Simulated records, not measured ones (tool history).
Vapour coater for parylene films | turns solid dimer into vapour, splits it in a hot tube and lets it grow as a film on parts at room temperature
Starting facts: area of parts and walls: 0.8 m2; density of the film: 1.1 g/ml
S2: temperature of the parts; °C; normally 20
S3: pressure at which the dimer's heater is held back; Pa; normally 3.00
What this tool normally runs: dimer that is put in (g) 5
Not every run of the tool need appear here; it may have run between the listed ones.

{"run": 1, "hour": 0.0, "dimer that is put in (g)": 5, "S2": 20, "S3": 3.0, "thickness of the film (µm)": 2.81}
{"run": 2, "hour": 36.7, "dimer that is put in (g)": 5, "S2": 20, "S3": 3.0, "thickness of the film (µm)": 2.88}
{"run": 3, "hour": 56.1, "dimer that is put in (g)": 5, "S2": 32, "S3": 3.0, "thickness of the film (µm)": 1.78}
{"run": 4, "hour": 87.5, "dimer that is put in (g)": 3, "S2": 20, "S3": 3.0, "thickness of the film (µm)": 1.68}
{"run": 5, "hour": 116.9, "dimer that is put in (g)": 5, "S2": 20, "S3": 3.0, "thickness of the film (µm)": 2.79}
{"run": 6, "hour": 137.4, "dimer that is put in (g)": 5, "S2": 23, "S3": 3.0, "thickness of the film (µm)": 2.47}
{"run": 7, "hour": 172.7, "dimer that is put in (g)": 5, "S2": 20, "S3": 2.8, "thickness of the film (µm)": 2.85}
{"run": 8, "hour": 190.3, "dimer that is put in (g)": 5, "S2": 20, "S3": 2.8, "thickness of the film (µm)": 2.89}
{"run": 9, "hour": 209.8, "dimer that is put in (g)": 5, "S2": 20, "S3": 3.0, "thickness of the film (µm)": 2.77}
{"run": 10, "hour": 233.6, "dimer that is put in (g)": 5, "S2": 20, "S3": 3.0, "thickness of the film (µm)": 2.72}
{"run": 11, "hour": 262.3, "dimer that is put in (g)": 5, "S2": 20, "S3": 3.0, "thickness of the film (µm)": 2.8}
{"run": 12, "hour": 280.3, "dimer that is put in (g)": 5, "S2": 16, "S3": 4.55, "thickness of the film (µm)": 2.93}
{"hour": 282.9, "done": "table's thermometer calibrated"}
{"run": 13, "hour": 315.6, "dimer that is put in (g)": 7, "S2": 21, "S3": 4.55, "thickness of the film (µm)": 3.35}
{"run": 14, "hour": 341.8, "dimer that is put in (g)": 5, "S2": 14, "S3": 2.45, "thickness of the film (µm)": 3.52}
{"hour": 373.1, "done": "table's thermometer calibrated, once more"}
{"run": 15, "hour": 379.5, "dimer that is put in (g)": 5, "S2": 29, "S3": 9.88, "thickness of the film (µm)": 1.48}
{"run": 16, "hour": 399.7, "dimer that is put in (g)": 5, "S2": 29, "S3": 3.93, "thickness of the film (µm)": 1.77}
{"run": 17, "hour": 429.4, "dimer that is put in (g)": 5, "S2": 29, "S3": 3.93, "thickness of the film (µm)": 1.76}
{"run": 18, "hour": 446.0, "dimer that is put in (g)": 5, "S2": 29, "S3": 3.93, "thickness of the film (µm)": 1.78}
{"run": 19, "hour": 465.5, "dimer that is put in (g)": 3, "S2": 19, "S3": 3.96, "thickness of the film (µm)": 1.56}
{"run": 20, "hour": 492.1, "dimer that is put in (g)": 2, "S2": 19, "S3": 6.74, "thickness of the film (µm)": 0.89}

What does the tool deliver on the next run?
{"run": 21, "hour": 510.2, "dimer that is put in (g)": 2, "S2": 19, "S3": 4.89, "thickness of the film (µm)": "?"}

thickness of the film (µm): 0.99
Were there no unlogged condition in the tool, this run, its random variation unchanged, would have produced thickness of the film (µm) 1.08.
